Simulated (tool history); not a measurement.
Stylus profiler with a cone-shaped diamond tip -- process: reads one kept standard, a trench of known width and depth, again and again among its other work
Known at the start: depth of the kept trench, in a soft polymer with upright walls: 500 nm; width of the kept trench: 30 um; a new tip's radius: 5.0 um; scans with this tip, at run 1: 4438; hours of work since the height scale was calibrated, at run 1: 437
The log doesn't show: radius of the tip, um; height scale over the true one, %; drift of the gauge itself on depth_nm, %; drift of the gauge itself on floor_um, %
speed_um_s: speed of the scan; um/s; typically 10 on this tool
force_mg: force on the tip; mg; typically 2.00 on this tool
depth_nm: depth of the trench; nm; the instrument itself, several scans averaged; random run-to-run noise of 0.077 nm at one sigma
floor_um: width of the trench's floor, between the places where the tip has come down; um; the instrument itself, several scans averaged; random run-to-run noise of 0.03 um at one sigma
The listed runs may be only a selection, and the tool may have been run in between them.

run,day,speed_um_s,force_mg,scans with this tip,hours of work since the height scale was calibrated,depth_nm,floor_um
1,0.000,10,2.00,4438,437,503.23,24.45
2,2.333,5,2.00,4797,472,503.35,24.36
3,5.396,10,1.29,5267,518,502.85,24.27
4,7.692,10,1.29,5619,553,502.63,24.06
5,10.521,13,1.29,6054,596,502.75,24.03
6,13.225,13,1.29,6469,636,502.64,23.91
7,15.642,10,2.00,6841,673,503.37,23.87
8,17.562,10,3.56,7136,702,504.83,23.76
9,19.225,2,3.56,7391,727,504.96,23.75
10,21.438,2,3.56,7731,760,504.96,23.73
11,23.208,2,3.56,8002,787,504.90,23.63
12,26.058,10,2.00,8440,830,503.64,23.49
# day 26.829: height scale calibrated on a step standard
13,27.896,5,2.00,8719,16,502.45,23.37
14,29.367,16,2.00,8945,38,502.63,23.35
15,31.042,22,2.00,9202,64,502.64,23.31
16,33.279,10,2.00,9546,97,502.65,23.27
17,34.796,10,2.00,9779,120,502.66,23.25
18,36.304,5,2.00,10011,143,502.62,23.17
19,38.338,5,2.00,10323,174,502.92,23.12
20,40.462,5,2.00,10649,206,502.86,23.07
21,43.396,5,2.00,11100,250,502.82,22.96
22,46.029,5,2.00,11504,290,502.89,22.84
23,48.529,5,2.00,11889,328,502.97,22.82
24,51.446,9,5.43,12336,372,505.57,22.74
25,53.662,10,5.89,12677,405,505.94,22.71
26,55.696,10,5.89,12989,436,506.05,22.61
27,57.850,2,1.53,13320,469,502.56,22.49
28,59.962,2,1.53,13644,501,502.72,22.55
29,63.204,5,2.04,14142,550,503.15,22.38
30,66.142,14,2.59,14594,594,503.73,22.32
31,69.058,14,2.59,15041,638,503.78,22.27
32,71.167,14,2.59,15365,670,503.91,22.14
33,73.375,3,3.52,15705,703,504.47,22.08
34,76.383,3,3.52,16166,749,504.78,22.01
35,78.292,20,2.87,16460,777,504.25,21.89
36,80.446,10,2.02,16791,810,503.63,21.88
37,82.104,10,4.69,17045,835,505.64,21.87
# day 82.438: new tip fitted, height scale calibrated
38,83.608,10,4.69,179,18,505.18,25.53
39,86.217,10,4.69,580,57,505.04,25.40
40,88.271,10,4.69,895,88,505.25,25.34
41,91.062,10,4.69,1324,130,505.25,25.20
42,93.012,10,4.69,1624,160,505.23,25.10
43,94.950,6,5.41,1921,189,505.59,25.09
44,98.171,25,0.84,2416,238,501.89,24.83
45,101.392,25,0.84,2910,286,502.07,24.67
46,102.796,37,2.75,3126,308,503.95,24.65

Alternative continuations, all from the tool just after run 46; predict every row:
A,104.612,37,0.69,3405,335,?,?
B,104.612,37,3.39,3405,335,?,?
C,104.612,7,2.26,3405,335,?,?
D,104.612,25,2.00,3405,335,?,?

run,depth_nm,floor_um
A,501.84,24.53
B,504.48,24.65
C,503.61,24.68
D,503.32,24.62
With no hidden state in the tool, these same runs would have given:
run,depth_nm,floor_um
A,501.32,25.49
B,503.96,25.62
C,503.10,25.64
D,502.80,25.58

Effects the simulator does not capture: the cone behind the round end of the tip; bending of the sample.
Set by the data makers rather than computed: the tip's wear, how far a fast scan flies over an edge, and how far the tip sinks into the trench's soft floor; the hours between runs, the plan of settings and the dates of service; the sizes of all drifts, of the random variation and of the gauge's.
